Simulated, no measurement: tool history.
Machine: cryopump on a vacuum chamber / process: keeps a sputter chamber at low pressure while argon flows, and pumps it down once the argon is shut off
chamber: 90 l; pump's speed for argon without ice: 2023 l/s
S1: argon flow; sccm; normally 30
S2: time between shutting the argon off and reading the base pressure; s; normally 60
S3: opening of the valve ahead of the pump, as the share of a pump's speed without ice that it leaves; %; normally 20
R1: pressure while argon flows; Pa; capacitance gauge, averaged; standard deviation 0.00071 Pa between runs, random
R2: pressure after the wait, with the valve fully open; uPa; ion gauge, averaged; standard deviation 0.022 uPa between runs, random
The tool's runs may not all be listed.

{"run": 1, "hour": 0.0, "S1": 30, "S2": 60, "S3": 20, "R1": 0.1328, "R2": 1.85}
{"run": 2, "hour": 30.5, "S1": 30, "S2": 60, "S3": 20, "R1": 0.1319, "R2": 1.9}
{"run": 3, "hour": 60.6, "S1": 30, "S2": 60, "S3": 20, "R1": 0.1317, "R2": 1.83}
{"run": 4, "hour": 92.9, "S1": 30, "S2": 60, "S3": 20, "R1": 0.1333, "R2": 1.93}
{"run": 5, "hour": 122.0, "S1": 30, "S2": 60, "S3": 20, "R1": 0.132, "R2": 1.95}
{"run": 6, "hour": 148.0, "S1": 30, "S2": 60, "S3": 20, "R1": 0.1326, "R2": 1.93}
{"run": 7, "hour": 165.2, "S1": 30, "S2": 60, "S3": 20, "R1": 0.1315, "R2": 1.93}
{"run": 8, "hour": 193.5, "S1": 30, "S2": 60, "S3": 20, "R1": 0.1322, "R2": 1.95}
{"run": 9, "hour": 227.2, "S1": 23, "S2": 60, "S3": 20, "R1": 0.1013, "R2": 2.03}
{"run": 10, "hour": 246.6, "S1": 23, "S2": 60, "S3": 20, "R1": 0.1013, "R2": 2}
{"run": 11, "hour": 285.6, "S1": 30, "S2": 37, "S3": 20, "R1": 0.1341, "R2": 2.33}
{"run": 12, "hour": 314.1, "S1": 30, "S2": 37, "S3": 20, "R1": 0.1344, "R2": 2.22}
{"run": 13, "hour": 340.0, "S1": 30, "S2": 37, "S3": 20, "R1": 0.1334, "R2": 2.29}
{"run": 14, "hour": 361.5, "S1": 30, "S2": 37, "S3": 20, "R1": 0.1335, "R2": 2.41}
{"run": 15, "hour": 393.5, "S1": 30, "S2": 37, "S3": 20, "R1": 0.1338, "R2": 2.43}
{"run": 16, "hour": 428.8, "S1": 30, "S2": 37, "S3": 20, "R1": 0.1348, "R2": 2.46}
{"run": 17, "hour": 449.0, "S1": 30, "S2": 37, "S3": 31, "R1": 0.0901, "R2": 2.44}
{"run": 18, "hour": 468.7, "S1": 31, "S2": 288, "S3": 26, "R1": 0.1091, "R2": 1.82}
{"run": 19, "hour": 490.6, "S1": 41, "S2": 60, "S3": 28, "R1": 0.137, "R2": 2.12}
{"run": 20, "hour": 522.7, "S1": 41, "S2": 98, "S3": 33, "R1": 0.116, "R2": 1.99}
{"hour": 527.1, "done": "leaking fittings of the chamber tightened, without venting"}
{"run": 21, "hour": 553.6, "S1": 37, "S2": 126, "S3": 15, "R1": 0.2179, "R2": 0.46}
{"run": 22, "hour": 580.9, "S1": 26, "S2": 126, "S3": 50, "R1": 0.0521, "R2": 0.5}
{"run": 23, "hour": 608.9, "S1": 26, "S2": 126, "S3": 50, "R1": 0.0518, "R2": 0.5}
{"run": 24, "hour": 633.5, "S1": 32, "S2": 99, "S3": 23, "R1": 0.1278, "R2": 0.54}
{"run": 25, "hour": 673.0, "S1": 32, "S2": 99, "S3": 23, "R1": 0.1271, "R2": 0.59}
{"run": 26, "hour": 711.2, "S1": 30, "S2": 60, "S3": 31, "R1": 0.0915, "R2": 0.75}
{"run": 27, "hour": 731.8, "S1": 28, "S2": 56, "S3": 20, "R1": 0.1282, "R2": 0.84}
{"run": 28, "hour": 757.0, "S1": 55, "S2": 192, "S3": 17, "R1": 0.2897, "R2": 0.46}
{"run": 29, "hour": 779.8, "S1": 30, "S2": 52, "S3": 30, "R1": 0.0941, "R2": 0.88}
{"run": 30, "hour": 814.8, "S1": 50, "S2": 61, "S3": 45, "R1": 0.1119, "R2": 0.85}
{"run": 31, "hour": 854.7, "S1": 50, "S2": 61, "S3": 45, "R1": 0.1118, "R2": 0.81}
{"run": 32, "hour": 895.5, "S1": 50, "S2": 61, "S3": 45, "R1": 0.113, "R2": 0.84}

Per-run results on a tool with no hidden state, each run keeping its own random variation:
Hidden conditions of the tool in this case: pump's speed, % of a pump's without ice; cold plate's temperature, K; leak into the chamber, uPa l/s; drift of the gauge itself on working_pa, %; drift of the gauge itself on base_upa, %.
run=1 R1=0.1261 R2=0.59
run=2 R1=0.1251 R2=0.61
run=3 R1=0.1248 R2=0.56
run=4 R1=0.1262 R2=0.61
run=5 R1=0.1248 R2=0.61
run=6 R1=0.1253 R2=0.62
run=7 R1=0.124 R2=0.58
run=8 R1=0.1246 R2=0.61
run=9 R1=0.0953 R2=0.61
run=10 R1=0.0952 R2=0.6
run=11 R1=0.1259 R2=0.89
run=12 R1=0.1261 R2=0.81
run=13 R1=0.125 R2=0.84
run=14 R1=0.1249 R2=0.94
run=15 R1=0.1252 R2=0.92
run=16 R1=0.1258 R2=0.91
run=17 R1=0.081 R2=0.89
run=18 R1=0.0997 R2=0.24
run=19 R1=0.1242 R2=0.58
run=20 R1=0.1031 R2=0.45
run=21 R1=0.2061 R2=0.38
run=22 R1=0.0435 R2=0.4
run=23 R1=0.0432 R2=0.39
run=24 R1=0.117 R2=0.41
run=25 R1=0.1161 R2=0.44
run=26 R1=0.081 R2=0.59
run=27 R1=0.1182 R2=0.67
run=28 R1=0.2699 R2=0.27
run=29 R1=0.0832 R2=0.68
run=30 R1=0.0932 R2=0.64
run=31 R1=0.0928 R2=0.58
run=32 R1=0.0934 R2=0.59
